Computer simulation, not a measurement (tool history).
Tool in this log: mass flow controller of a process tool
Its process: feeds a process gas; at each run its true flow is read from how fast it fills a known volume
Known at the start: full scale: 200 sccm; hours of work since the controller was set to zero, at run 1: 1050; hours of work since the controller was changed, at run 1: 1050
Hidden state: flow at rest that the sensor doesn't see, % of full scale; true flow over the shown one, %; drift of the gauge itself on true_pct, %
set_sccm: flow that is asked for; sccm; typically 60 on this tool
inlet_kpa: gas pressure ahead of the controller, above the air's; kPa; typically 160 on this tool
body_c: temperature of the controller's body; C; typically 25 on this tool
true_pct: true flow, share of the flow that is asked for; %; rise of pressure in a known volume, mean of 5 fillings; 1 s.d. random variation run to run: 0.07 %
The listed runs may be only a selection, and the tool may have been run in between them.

run    hour  set_sccm  inlet_kpa  body_c  hours of work since the controller was set to zero  hours of work since the controller was changed  true_pct
  1     0.0        60        160      25                                                1050                                            1050     98.91
  2    97.4        60        160      25                                                1088                                            1088     98.97
  3   147.0        60        160      32                                                1107                                            1107     99.24
  4   235.1        60        160      25                                                1142                                            1142     98.93
  5   289.0        60        160      25                                                1163                                            1163     98.85
  6   358.9        60        160      25                                                1190                                            1190     98.88
  7   406.1        60        151      25                                                1209                                            1209     98.88
  8   453.9        60        151      25                                                1227                                            1227     98.87
  9   518.8        60        151      25                                                1253                                            1253     98.87
 10   605.7        60        160      25                                                1287                                            1287     98.95
 11   660.1       171        171      20                                                1308                                            1308    100.14
 12   715.7        45        160      23                                                1330                                            1330     98.54
 13   801.3        70        160      25                                                1363                                            1363     98.98
 14   889.7        60        261      30                                                1398                                            1398     99.22
 15   950.4        60        261      30                                                1421                                            1421     99.13
 16  1030.9        95        221      36                                                1453                                            1453    100.04
 17  1095.8        31        235      34                                                1478                                            1478     98.49
 18  1176.5       148        160      31                                                1510                                            1510    100.17
 19  1268.4        60        254      33                                                1546                                            1546     99.38
 20  1312.6       129        260      33                                                1563                                            1563    100.30

Each run again, without the hidden state but with its own random variation kept:
run  true_pct
  1     98.77
  2     98.83
  3     99.11
  4     98.80
  5     98.72
  6     98.76
  7     98.75
  8     98.75
  9     98.75
 10     98.83
 11     99.63
 12     98.63
 13     98.77
 14     99.11
 15     99.01
 16     99.68
 17     99.01
 18     99.65
 19     99.27
 20     99.81

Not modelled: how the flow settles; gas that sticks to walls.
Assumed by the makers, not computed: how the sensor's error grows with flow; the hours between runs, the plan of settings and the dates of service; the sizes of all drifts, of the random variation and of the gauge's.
